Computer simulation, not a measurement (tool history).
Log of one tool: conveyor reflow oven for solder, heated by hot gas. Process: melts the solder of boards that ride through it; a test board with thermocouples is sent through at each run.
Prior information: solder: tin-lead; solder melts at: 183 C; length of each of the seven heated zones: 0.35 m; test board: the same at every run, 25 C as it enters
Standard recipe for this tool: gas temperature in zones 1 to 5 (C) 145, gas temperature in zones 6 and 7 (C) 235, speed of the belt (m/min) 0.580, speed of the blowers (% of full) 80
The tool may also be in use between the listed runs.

run    day  gas temperature in zones 1 to 5 (C)  gas temperature in zones 6 and 7 (C)  speed of the belt (m/min)  speed of the blowers (% of full)  highest temperature of the board (C)  time above the solder's melting point (s)
  1  0.000                                  145                                   235                      0.580                                80                                 221.5                                       59.9
  2  0.225                                  145                                   235                      0.580                                80                                 221.2                                       59.9
  3  0.721                                  145                                   235                      0.580                                80                                 221.8                                       59.8
  4  1.196                                  145                                   235                      0.580                                80                                 221.7                                       59.7
  5  1.667                                  145                                   235                      0.580                                80                                 221.3                                       59.7
  6  2.133                                  145                                   235                      0.492                                80                                 225.6                                       74.0
  7  2.575                                  145                                   248                      0.580                                80                                 233.0                                       66.2
  8  2.908                                  141                                   235                      0.580                                80                                 220.8                                       58.1
     3.275  -- flux residue cleaned out of gas plates and filters
  9  3.446                                  141                                   235                      0.580                                80                                 221.1                                       58.2
 10  3.746                                  141                                   235                      0.580                                80                                 220.8                                       58.1
 11  3.975                                  141                                   235                      0.580                                80                                 221.0                                       58.2
 12  4.254                                  141                                   235                      0.580                                80                                 221.0                                       58.2
 13  4.604                                  141                                   235                      0.580                                80                                 220.8                                       58.1
 14  4.867                                  141                                   235                      0.580                                80                                 220.9                                       58.1
 15  5.233                                  141                                   235                      0.580                                80                                 221.1                                       58.0
 16  5.538                                  135                                   249                      0.580                                80                                 232.4                                       62.6
 17  5.971                                  135                                   249                      0.580                                80                                 232.5                                       62.4
 18  6.283                                  145                                   234                      0.495                                62                                 221.1                                       70.1
 19  6.517                                  145                                   234                      0.495                                62                                 221.1                                       70.0
 20  6.979                                  160                                   248                      0.580                                80                                 235.6                                       72.3
 21  7.196                                  145                                   236                      0.677                                57                                 210.5                                       42.1

Predict each of these 4 candidate next runs independently; none follows another, all start after run 21:
  A  7.550                                  145                                   236                      0.497                                57                                     ?                                          ?
  B  7.550                                  151                                   236                      0.543                                57                                     ?                                          ?
  C  7.550                                  152                                   235                      0.493                                80                                     ?                                          ?
  D  7.550                                  145                                   235                      0.469                                54                                     ?                                          ?

run  highest temperature of the board (C)  time above the solder's melting point (s)
  A                                 221.1                                       69.7
  B                                 219.8                                       64.7
  C                                 226.5                                       77.3
  D                                 221.0                                       73.8
Without the tool's unlogged condition, the same runs would have read:
run  highest temperature of the board (C)  time above the solder's melting point (s)
  A                                 221.1                                       69.7
  B                                 219.8                                       64.7
  C                                 226.5                                       77.3
  D                                 221.0                                       73.8

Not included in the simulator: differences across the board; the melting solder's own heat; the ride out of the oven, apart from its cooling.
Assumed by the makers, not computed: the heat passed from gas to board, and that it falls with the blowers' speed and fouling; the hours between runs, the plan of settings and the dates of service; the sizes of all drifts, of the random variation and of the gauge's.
